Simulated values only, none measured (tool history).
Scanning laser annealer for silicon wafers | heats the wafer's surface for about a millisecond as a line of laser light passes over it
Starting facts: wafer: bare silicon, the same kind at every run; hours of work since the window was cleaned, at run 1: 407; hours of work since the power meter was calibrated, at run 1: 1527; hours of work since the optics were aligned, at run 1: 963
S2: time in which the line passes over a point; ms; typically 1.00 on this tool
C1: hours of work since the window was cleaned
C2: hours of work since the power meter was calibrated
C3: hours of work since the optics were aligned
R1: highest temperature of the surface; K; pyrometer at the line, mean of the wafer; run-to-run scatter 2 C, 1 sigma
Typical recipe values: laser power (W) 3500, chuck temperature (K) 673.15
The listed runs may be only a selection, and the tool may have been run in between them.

{"run": 1, "day": 0.0, "laser power (W)": 3500, "S2": 1.0, "chuck temperature (K)": 673.15, "C1": 407, "C2": 1527, "C3": 963, "R1": 1479.15}
{"run": 2, "day": 3.117, "laser power (W)": 3500, "S2": 1.0, "chuck temperature (K)": 673.15, "C1": 448, "C2": 1569, "C3": 1004, "R1": 1469.15}
{"day": 4.721, "done": "window over the wafer cleaned"}
{"run": 3, "day": 5.662, "laser power (W)": 3500, "S2": 1.0, "chuck temperature (K)": 673.15, "C1": 12, "C2": 1601, "C3": 1037, "R1": 1505.15}
{"run": 4, "day": 8.446, "laser power (W)": 3500, "S2": 1.0, "chuck temperature (K)": 673.15, "C1": 49, "C2": 1638, "C3": 1073, "R1": 1497.15}
{"run": 5, "day": 10.133, "laser power (W)": 3500, "S2": 1.0, "chuck temperature (K)": 638.15, "C1": 71, "C2": 1660, "C3": 1096, "R1": 1461.15}
{"run": 6, "day": 13.55, "laser power (W)": 3500, "S2": 1.0, "chuck temperature (K)": 638.15, "C1": 117, "C2": 1705, "C3": 1141, "R1": 1457.15}
{"day": 16.212, "done": "optics aligned, line set to its width"}
{"run": 7, "day": 17.038, "laser power (W)": 3500, "S2": 1.0, "chuck temperature (K)": 657.15, "C1": 160, "C2": 1749, "C3": 11, "R1": 1489.15}
{"run": 8, "day": 19.612, "laser power (W)": 3500, "S2": 1.0, "chuck temperature (K)": 657.15, "C1": 194, "C2": 1783, "C3": 45, "R1": 1489.15}
{"run": 9, "day": 22.204, "laser power (W)": 3500, "S2": 1.0, "chuck temperature (K)": 673.15, "C1": 228, "C2": 1817, "C3": 79, "R1": 1504.15}
{"run": 10, "day": 24.338, "laser power (W)": 3500, "S2": 1.0, "chuck temperature (K)": 673.15, "C1": 256, "C2": 1845, "C3": 107, "R1": 1500.15}
{"run": 11, "day": 27.242, "laser power (W)": 3500, "S2": 1.0, "chuck temperature (K)": 673.15, "C1": 295, "C2": 1883, "C3": 146, "R1": 1498.15}
{"run": 12, "day": 28.988, "laser power (W)": 3500, "S2": 1.0, "chuck temperature (K)": 673.15, "C1": 318, "C2": 1906, "C3": 169, "R1": 1495.15}
{"run": 13, "day": 31.396, "laser power (W)": 3500, "S2": 1.0, "chuck temperature (K)": 673.15, "C1": 350, "C2": 1938, "C3": 201, "R1": 1487.15}
{"run": 14, "day": 33.4, "laser power (W)": 3500, "S2": 1.0, "chuck temperature (K)": 673.15, "C1": 376, "C2": 1965, "C3": 227, "R1": 1488.15}
{"run": 15, "day": 35.979, "laser power (W)": 3500, "S2": 1.0, "chuck temperature (K)": 673.15, "C1": 410, "C2": 1999, "C3": 261, "R1": 1487.15}
{"run": 16, "day": 39.008, "laser power (W)": 3500, "S2": 0.79, "chuck temperature (K)": 647.15, "C1": 450, "C2": 2039, "C3": 301, "R1": 1359.15}
{"day": 40.288, "done": "window over the wafer cleaned"}
{"run": 17, "day": 41.817, "laser power (W)": 3500, "S2": 1.0, "chuck temperature (K)": 683.15, "C1": 20, "C2": 2075, "C3": 337, "R1": 1524.15}
{"run": 18, "day": 43.217, "laser power (W)": 3703, "S2": 1.19, "chuck temperature (K)": 660.15, "C1": 39, "C2": 2093, "C3": 356, "R1": 1640.15}
{"run": 19, "day": 45.904, "laser power (W)": 3703, "S2": 1.19, "chuck temperature (K)": 660.15, "C1": 74, "C2": 2129, "C3": 391, "R1": 1632.15}
{"run": 20, "day": 48.354, "laser power (W)": 3571, "S2": 1.19, "chuck temperature (K)": 711.15, "C1": 107, "C2": 2161, "C3": 423, "R1": 1645.15}
{"run": 21, "day": 50.762, "laser power (W)": 3571, "S2": 1.1, "chuck temperature (K)": 711.15, "C1": 138, "C2": 2193, "C3": 455, "R1": 1599.15}

Here are 5 independent what-if runs from the current tool condition. What would each one return?
{"run": "A", "day": 52.704, "laser power (W)": 2981, "S2": 1.0, "chuck temperature (K)": 673.15, "C1": 164, "C2": 2219, "C3": 481, "R1": "?"}
{"run": "B", "day": 52.704, "laser power (W)": 3143, "S2": 1.24, "chuck temperature (K)": 700.15, "C1": 164, "C2": 2219, "C3": 481, "R1": "?"}
{"run": "C", "day": 52.704, "laser power (W)": 3812, "S2": 0.99, "chuck temperature (K)": 646.15, "C1": 164, "C2": 2219, "C3": 481, "R1": "?"}
{"run": "D", "day": 52.704, "laser power (W)": 3159, "S2": 0.94, "chuck temperature (K)": 668.15, "C1": 164, "C2": 2219, "C3": 481, "R1": "?"}
{"run": "E", "day": 52.704, "laser power (W)": 3074, "S2": 0.85, "chuck temperature (K)": 641.15, "C1": 164, "C2": 2219, "C3": 481, "R1": "?"}

run=A R1=1373.15
run=B R1=1527.15
run=C R1=1551.15
run=D R1=1386.15
run=E R1=1299.15
With no hidden state in the tool, these same runs would have given:
run=A R1=1389.15
run=B R1=1545.15
run=C R1=1571.15
run=D R1=1402.15
run=E R1=1314.15

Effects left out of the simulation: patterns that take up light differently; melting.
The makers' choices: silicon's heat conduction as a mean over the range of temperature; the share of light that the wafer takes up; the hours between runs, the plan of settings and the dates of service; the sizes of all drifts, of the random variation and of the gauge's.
